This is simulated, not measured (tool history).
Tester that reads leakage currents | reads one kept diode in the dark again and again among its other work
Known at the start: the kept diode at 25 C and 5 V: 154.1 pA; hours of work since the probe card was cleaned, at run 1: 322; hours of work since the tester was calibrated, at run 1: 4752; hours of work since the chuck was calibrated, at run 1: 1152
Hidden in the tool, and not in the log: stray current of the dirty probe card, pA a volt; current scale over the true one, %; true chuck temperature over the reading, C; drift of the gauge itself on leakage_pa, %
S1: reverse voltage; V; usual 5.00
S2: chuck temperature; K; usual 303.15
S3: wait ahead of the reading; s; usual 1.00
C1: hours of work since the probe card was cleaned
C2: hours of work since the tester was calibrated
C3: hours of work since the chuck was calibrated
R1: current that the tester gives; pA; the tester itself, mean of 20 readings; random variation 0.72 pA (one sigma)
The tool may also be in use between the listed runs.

run 1 day=0.000 | S1=5.00 S2=303.15 S3=1.00 | C1=322 C2=4752 C3=1152 | R1=231.35
run 2 day=7.383 | S1=5.00 S2=303.15 S3=1.00 | C1=431 C2=4861 C3=1260 | R1=232.02
run 3 day=15.638 | S1=5.00 S2=303.15 S3=1.44 | C1=552 C2=4982 C3=1382 | R1=231.44
run 4 day=21.042 | S1=5.00 S2=303.15 S3=0.38 | C1=631 C2=5062 C3=1461 | R1=231.67
-- day=22.825 tester calibrated
run 5 day=25.554 | S1=5.00 S2=303.15 S3=0.38 | C1=697 C2=40 C3=1526 | R1=233.71
run 6 day=33.017 | S1=5.00 S2=297.15 S3=1.00 | C1=806 C2=150 C3=1636 | R1=139.03
run 7 day=37.333 | S1=5.00 S2=303.15 S3=1.04 | C1=870 C2=213 C3=1699 | R1=231.07
run 8 day=44.325 | S1=5.00 S2=303.15 S3=1.04 | C1=973 C2=316 C3=1802 | R1=231.20
run 9 day=50.329 | S1=5.00 S2=303.15 S3=1.00 | C1=1061 C2=404 C3=1890 | R1=231.08
run 10 day=56.704 | S1=5.00 S2=325.15 S3=1.00 | C1=1155 C2=498 C3=1984 | R1=1318.89
run 11 day=61.504 | S1=5.00 S2=302.15 S3=1.00 | C1=1225 C2=569 C3=2055 | R1=211.43
-- day=65.396 chuck's temperature calibrated
run 12 day=66.454 | S1=5.00 S2=304.15 S3=1.00 | C1=1297 C2=640 C3=16 | R1=260.02
-- day=67.354 probe card cleaned and baked
run 13 day=75.900 | S1=5.00 S2=304.15 S3=1.00 | C1=126 C2=777 C3=153 | R1=260.81
run 14 day=85.083 | S1=5.00 S2=304.15 S3=1.00 | C1=261 C2=912 C3=288 | R1=259.69
run 15 day=92.217 | S1=5.00 S2=304.15 S3=1.00 | C1=366 C2=1017 C3=392 | R1=258.35
run 16 day=97.608 | S1=5.00 S2=304.15 S3=1.00 | C1=445 C2=1096 C3=472 | R1=258.64
run 17 day=104.833 | S1=5.00 S2=304.15 S3=1.00 | C1=551 C2=1203 C3=578 | R1=258.85
run 18 day=109.025 | S1=5.00 S2=304.15 S3=1.00 | C1=613 C2=1264 C3=640 | R1=257.57
-- day=113.008 probe card cleaned and baked, once more
run 19 day=114.650 | S1=5.00 S2=303.15 S3=2.32 | C1=24 C2=1345 C3=720 | R1=231.76
run 20 day=121.575 | S1=5.00 S2=303.15 S3=2.32 | C1=126 C2=1447 C3=822 | R1=231.06
run 21 day=127.958 | S1=1.32 S2=303.15 S3=0.40 | C1=220 C2=1541 C3=916 | R1=112.34
run 22 day=133.108 | S1=1.32 S2=303.15 S3=0.40 | C1=296 C2=1617 C3=992 | R1=112.08
run 23 day=140.162 | S1=1.32 S2=303.15 S3=0.40 | C1=399 C2=1720 C3=1096 | R1=111.94
run 24 day=150.058 | S1=15.06 S2=328.15 S3=2.83 | C1=545 C2=1866 C3=1241 | R1=2978.00
run 25 day=155.008 | S1=1.35 S2=316.15 S3=4.05 | C1=618 C2=1939 C3=1314 | R1=324.32
run 26 day=159.796 | S1=1.35 S2=316.15 S3=4.05 | C1=688 C2=2009 C3=1384 | R1=323.93
run 27 day=164.804 | S1=1.35 S2=316.15 S3=4.05 | C1=762 C2=2083 C3=1458 | R1=323.75
run 28 day=171.262 | S1=5.00 S2=294.15 S3=0.44 | C1=856 C2=2178 C3=1553 | R1=105.62
run 29 day=177.417 | S1=1.56 S2=297.15 S3=0.43 | C1=947 C2=2268 C3=1643 | R1=71.84
run 30 day=186.029 | S1=2.45 S2=300.15 S3=3.55 | C1=1074 C2=2395 C3=1770 | R1=119.01
run 31 day=196.246 | S1=5.41 S2=325.15 S3=3.55 | C1=1224 C2=2545 C3=1920 | R1=1354.36
run 32 day=206.425 | S1=5.00 S2=296.15 S3=0.34 | C1=1373 C2=2694 C3=2070 | R1=125.18
-- day=209.683 chuck's temperature calibrated
run 33 day=214.767 | S1=5.00 S2=296.15 S3=0.34 | C1=1495 C2=2816 C3=75 | R1=131.68
run 34 day=221.754 | S1=7.87 S2=312.15 S3=6.32 | C1=1598 C2=2919 C3=177 | R1=633.93
run 35 day=229.175 | S1=7.87 S2=312.15 S3=6.32 | C1=1707 C2=3028 C3=287 | R1=637.46
run 36 day=234.946 | S1=11.38 S2=297.15 S3=0.64 | C1=1792 C2=3113 C3=371 | R1=225.61
run 37 day=240.538 | S1=11.38 S2=297.15 S3=0.64 | C1=1874 C2=3195 C3=454 | R1=226.30
run 38 day=247.250 | S1=5.00 S2=305.15 S3=0.34 | C1=1972 C2=3293 C3=552 | R1=280.89
run 39 day=252.879 | S1=1.24 S2=300.15 S3=0.83 | C1=2055 C2=3376 C3=635 | R1=84.78
run 40 day=259.625 | S1=1.24 S2=300.15 S3=0.83 | C1=2154 C2=3475 C3=734 | R1=84.71

Measured less the same run without the tool's hidden state. The same run-to-run variation is in both; the gauge's scatter may not be:
run=1 R1=-6.73
run=2 R1=-7.19
run=3 R1=-7.68
run=4 R1=-8.03
run=5 R1=-5.99
run=6 R1=-3.42
run=7 R1=-6.66
run=8 R1=-7.12
run=9 R1=-7.47
run=10 R1=-47.56
run=11 R1=-7.38
run=12 R1=-0.09
run=13 R1=+0.65
run=14 R1=+0.00
run=15 R1=-0.53
run=16 R1=-0.86
run=17 R1=-1.37
run=18 R1=-1.64
run=19 R1=-6.29
run=20 R1=-6.73
run=21 R1=-3.56
run=22 R1=-3.73
run=23 R1=-3.95
run=24 R1=-103.62
run=25 R1=-12.73
run=26 R1=-13.22
run=27 R1=-13.72
run=28 R1=-3.87
run=29 R1=-3.32
run=30 R1=-5.75
run=31 R1=-68.59
run=32 R1=-5.69
run=33 R1=+1.39
run=34 R1=-3.09
run=35 R1=-4.56
run=36 R1=+3.30
run=37 R1=+3.15
run=38 R1=-2.59
run=39 R1=-1.19
run=40 R1=-1.35
